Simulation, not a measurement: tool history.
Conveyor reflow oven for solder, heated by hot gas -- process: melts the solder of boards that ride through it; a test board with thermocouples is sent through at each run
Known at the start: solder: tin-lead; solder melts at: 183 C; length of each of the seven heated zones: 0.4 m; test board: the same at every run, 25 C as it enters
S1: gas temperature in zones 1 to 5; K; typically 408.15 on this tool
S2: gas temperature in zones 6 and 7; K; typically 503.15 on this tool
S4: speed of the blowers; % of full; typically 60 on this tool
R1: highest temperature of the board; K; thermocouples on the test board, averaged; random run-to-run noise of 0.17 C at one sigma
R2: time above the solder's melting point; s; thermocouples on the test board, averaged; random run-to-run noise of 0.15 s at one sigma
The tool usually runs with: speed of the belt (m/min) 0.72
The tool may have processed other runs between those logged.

Run 1, hour 0: usual settings. Result: R1 483.65 K, R2 43.9 s.
Run 2, hour 31: usual settings but S2 507.15 K. Result: R1 487.05 K, R2 46.4 s.
Run 3, hour 74.1: usual settings but S2 507.15 K. Result: R1 487.25 K, R2 46.2 s.
Run 4, hour 96.2: usual settings but S1 399.15 K, S2 507.15 K. Result: R1 484.75 K, R2 42.2 s.
At hour 103.9: flux residue cleaned out of gas plates and filters.
Run 5, hour 147.8: usual settings but S1 399.15 K, S2 507.15 K. Result: R1 487.85 K, R2 44.8 s.
Run 6, hour 180: usual settings but S2 504.15 K. Result: R1 486.85 K, R2 46.8 s.
Run 7, hour 227.9: usual settings but S2 504.15 K. Result: R1 486.55 K, R2 46.4 s.
Run 8, hour 254.3: usual settings but S2 504.15 K. Result: R1 486.55 K, R2 46.4 s.
Run 9, hour 283.8: usual settings but S2 504.15 K. Result: R1 486.85 K, R2 46.5 s.
Run 10, hour 332.5: usual settings but S2 504.15 K. Result: R1 486.35 K, R2 46.6 s.
Run 11, hour 356.3: usual settings but speed of the belt (m/min) 0.728. Result: R1 485.25 K, R2 44.9 s.
Run 12, hour 379.4: usual settings but S2 491.15 K. Result: R1 475.45 K, R2 35.9 s.
Run 13, hour 421.6: usual settings but S2 491.15 K. Result: R1 475.05 K, R2 36 s.
Run 14, hour 458.3: usual settings but S2 491.15 K. Result: R1 475.55 K, R2 36 s.
Run 15, hour 490: usual settings but S2 495.15 K, speed of the belt (m/min) 0.854, S4 85 % of full. Result: R1 479.25 K, R2 34.1 s.
Run 16, hour 513: usual settings but S2 495.15 K, speed of the belt (m/min) 0.854, S4 85 % of full. Result: R1 479.25 K, R2 34.1 s.
Run 17, hour 534.8: usual settings but S1 422.15 K, S2 518.15 K, speed of the belt (m/min) 0.814, S4 88 % of full. Result: R1 504.05 K, R2 54.3 s.
Run 18, hour 576.1: usual settings but S1 412.15 K, S2 514.15 K, speed of the belt (m/min) 0.814, S4 88 % of full. Result: R1 498.45 K, R2 49.4 s.
Run 19, hour 616.2: usual settings but S1 421.15 K, S2 505.15 K, speed of the belt (m/min) 0.814, S4 88 % of full. Result: R1 492.35 K, R2 48.6 s.
Run 20, hour 637.7: usual settings but S1 417.15 K, S2 505.15 K, speed of the belt (m/min) 0.583, S4 87 % of full. Result: R1 499.35 K, R2 72.9 s.
Run 21, hour 674.8: usual settings but S1 417.15 K, S2 505.15 K, speed of the belt (m/min) 0.583, S4 87 % of full. Result: R1 499.35 K, R2 72.8 s.
Run 22, hour 720.1: usual settings but S1 415.15 K, speed of the belt (m/min) 0.77, S4 69 % of full. Result: R1 486.45 K, R2 45.6 s.
At hour 726.1: thermocouples of zones 6 and 7 changed.
Run 23, hour 749.5: usual settings but S4 67 % of full. Result: R1 485.45 K, R2 45.4 s.
Run 24, hour 771.8: usual settings but S2 517.15 K, speed of the belt (m/min) 0.747. Result: R1 493.45 K, R2 49.2 s.
Run 25, hour 803.4: usual settings but S1 411.15 K, S2 506.15 K, speed of the belt (m/min) 0.589. Result: R1 492.55 K, R2 64.3 s.
At hour 810.6: flux residue cleaned out of gas plates and filters.
At hour 827.2: belt drive overhauled, speed set with a stopwatch.
Run 26, hour 851.7: usual settings but S1 418.15 K, S2 506.15 K, speed of the belt (m/min) 0.857. Result: R1 483.55 K, R2 38 s.
Run 27, hour 894.2: usual settings but S1 421.15 K, S2 500.15 K, speed of the belt (m/min) 0.857. Result: R1 479.65 K, R2 36.1 s.

Predict each of these 5 candidate next runs independently; none follows another, all start after run 27:
Run A, hour 937.7: usual settings but S1 421.15 K, S2 500.15 K, speed of the belt (m/min) 0.857, S4 52 % of full. Result: R1 ?, R2 ?.
Run B, hour 937.7: usual settings but S1 420.15 K, S2 500.15 K, speed of the belt (m/min) 0.819, S4 67 % of full. Result: R1 ?, R2 ?.
Run C, hour 937.7: usual settings but S1 421.15 K, S2 500.15 K, speed of the belt (m/min) 0.634. Result: R1 ?, R2 ?.
Run D, hour 937.7: usual settings but S1 395.15 K, S2 500.15 K, speed of the belt (m/min) 0.857. Result: R1 ?, R2 ?.
Run E, hour 937.7: usual settings but S1 399.15 K, S2 501.15 K, speed of the belt (m/min) 0.666. Result: R1 ?, R2 ?.

run      R1    R2
  A  476.45  32.6
  B  482.85  41.2
  C  488.25  59.5
  D  472.85  23.3
  E  484.35  45.6
Without the tool's unlogged condition, the same runs would have read:
run      R1    R2
  A  476.55  32.8
  B  483.05  41.5
  C  488.25  59.6
  D  473.15  23.7
  E  484.45  45.9

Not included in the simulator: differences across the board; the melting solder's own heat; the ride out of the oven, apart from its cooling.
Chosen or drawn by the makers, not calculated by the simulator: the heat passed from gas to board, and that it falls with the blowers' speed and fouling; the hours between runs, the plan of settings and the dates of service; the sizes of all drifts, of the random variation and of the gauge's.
